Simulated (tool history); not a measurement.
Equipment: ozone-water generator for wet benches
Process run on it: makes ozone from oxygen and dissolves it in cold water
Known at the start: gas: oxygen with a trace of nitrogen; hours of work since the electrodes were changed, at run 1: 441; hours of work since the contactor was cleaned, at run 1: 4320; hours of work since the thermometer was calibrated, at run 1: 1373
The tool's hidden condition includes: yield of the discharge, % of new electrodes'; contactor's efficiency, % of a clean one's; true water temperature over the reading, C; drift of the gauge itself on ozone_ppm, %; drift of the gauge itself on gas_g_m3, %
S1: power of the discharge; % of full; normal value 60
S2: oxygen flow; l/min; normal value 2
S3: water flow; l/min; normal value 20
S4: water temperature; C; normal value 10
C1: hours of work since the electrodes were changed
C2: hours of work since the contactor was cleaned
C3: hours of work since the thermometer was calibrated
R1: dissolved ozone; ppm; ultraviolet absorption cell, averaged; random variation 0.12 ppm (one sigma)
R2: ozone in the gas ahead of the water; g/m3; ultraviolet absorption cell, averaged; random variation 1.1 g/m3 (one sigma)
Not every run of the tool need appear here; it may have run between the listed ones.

Run 1, hour 0: usual settings; C1 441; C2 4320; C3 1373. Result: R1 10.2 ppm, R2 183.4 g/m3.
Run 2, hour 32.8: usual settings; C1 462; C2 4340; C3 1394. Result: R1 10.2 ppm, R2 182.9 g/m3.
Run 3, hour 62: usual settings; C1 481; C2 4359; C3 1412. Result: R1 10.2 ppm, R2 184.7 g/m3.
Run 4, hour 104.2: usual settings; C1 507; C2 4385; C3 1439. Result: R1 10.1 ppm, R2 182.6 g/m3.
Run 5, hour 144: usual settings but S1 69 % of full; C1 532; C2 4411; C3 1464. Result: R1 11.4 ppm, R2 205.7 g/m3.
Run 6, hour 167.1: usual settings but S1 55 % of full; C1 547; C2 4425; C3 1479. Result: R1 9.5 ppm, R2 172.3 g/m3.
Run 7, hour 195.4: usual settings but S1 55 % of full; C1 565; C2 4443; C3 1496. Result: R1 9.7 ppm, R2 171.4 g/m3.
Run 8, hour 233.7: usual settings but S1 82 % of full; C1 589; C2 4467; C3 1521. Result: R1 12.9 ppm, R2 229.9 g/m3.
Run 9, hour 271.8: usual settings but S1 41 % of full; C1 613; C2 4491; C3 1545. Result: R1 7.9 ppm, R2 139.8 g/m3.
Run 10, hour 293.4: usual settings but S2 2.85 l/min; C1 626; C2 4505; C3 1558. Result: R1 11.2 ppm, R2 153.2 g/m3.
Run 11, hour 323.8: usual settings but S2 2.85 l/min; C1 646; C2 4524; C3 1577. Result: R1 11.2 ppm, R2 152.1 g/m3.
Run 12, hour 343.9: usual settings but S2 2.85 l/min; C1 658; C2 4537; C3 1590. Result: R1 11.1 ppm, R2 152.8 g/m3.
Run 13, hour 366.8: usual settings but S2 2.85 l/min; C1 673; C2 4551; C3 1605. Result: R1 11.1 ppm, R2 153.8 g/m3.
Run 14, hour 405.2: usual settings but S1 62 % of full, S2 1.95 l/min, S3 22 l/min; C1 697; C2 4575; C3 1629. Result: R1 9.1 ppm, R2 189.9 g/m3.
Run 15, hour 428.9: usual settings but S1 62 % of full, S2 1.95 l/min, S4 7 C; C1 712; C2 4590; C3 1644. Result: R1 10.4 ppm, R2 190.1 g/m3.
Run 16, hour 468.1: usual settings but S1 50 % of full, S2 1.14 l/min, S4 6 C; C1 737; C2 4615; C3 1668. Result: R1 7.5 ppm, R2 210.9 g/m3.
Run 17, hour 503.5: usual settings but S1 50 % of full, S2 1.14 l/min, S4 14 C; C1 759; C2 4637; C3 1691. Result: R1 7.2 ppm, R2 212.5 g/m3.
Run 18, hour 533.3: usual settings but S1 50 % of full, S2 1.14 l/min, S4 14 C; C1 778; C2 4656; C3 1710. Result: R1 7.2 ppm, R2 211.7 g/m3.
Run 19, hour 572.7: usual settings but S1 50 % of full, S2 1.14 l/min, S4 14 C; C1 803; C2 4681; C3 1734. Result: R1 7.3 ppm, R2 212.8 g/m3.
Run 20, hour 604: usual settings but S1 50 % of full, S2 1.14 l/min, S4 14 C; C1 822; C2 4701; C3 1754. Result: R1 7 ppm, R2 210.4 g/m3.
Run 21, hour 640.2: usual settings but S1 50 % of full, S2 1.14 l/min, S4 14 C; C1 845; C2 4724; C3 1777. Result: R1 7.2 ppm, R2 212 g/m3.
Run 22, hour 662.9: usual settings but S4 5 C; C1 860; C2 4738; C3 1791. Result: R1 10.5 ppm, R2 183.2 g/m3.

5 ways to go on from here, each from the tool as it stands after run 22. What would each give?
Run A, hour 691.5: usual settings but S1 50 % of full; C1 878; C2 4756; C3 1809. Result: R1 ?, R2 ?.
Run B, hour 691.5: usual settings but S1 73 % of full, S3 14 l/min, S4 5 C; C1 878; C2 4756; C3 1809. Result: R1 ?, R2 ?.
Run C, hour 691.5: usual settings but S1 88 % of full, S2 1.71 l/min, S3 23 l/min; C1 878; C2 4756; C3 1809. Result: R1 ?, R2 ?.
Run D, hour 691.5: usual settings but S3 29 l/min, S4 13 C; C1 878; C2 4756; C3 1809. Result: R1 ?, R2 ?.
Run E, hour 691.5: usual settings but S2 1.12 l/min, S4 11 C; C1 878; C2 4756; C3 1809. Result: R1 ?, R2 ?.

run    R1     R2
  A     9  159.3
  B  18.2  209.8
  C  10.7  260.6
  D   6.3  181.7
  E   8.2  244.7
Without the tool's hidden state the same runs would have given:
run    R1     R2
  A   9.8  161.2
  B  19.7  213.3
  C  11.8  265.5
  D     7  184.3
  E     9  248.2
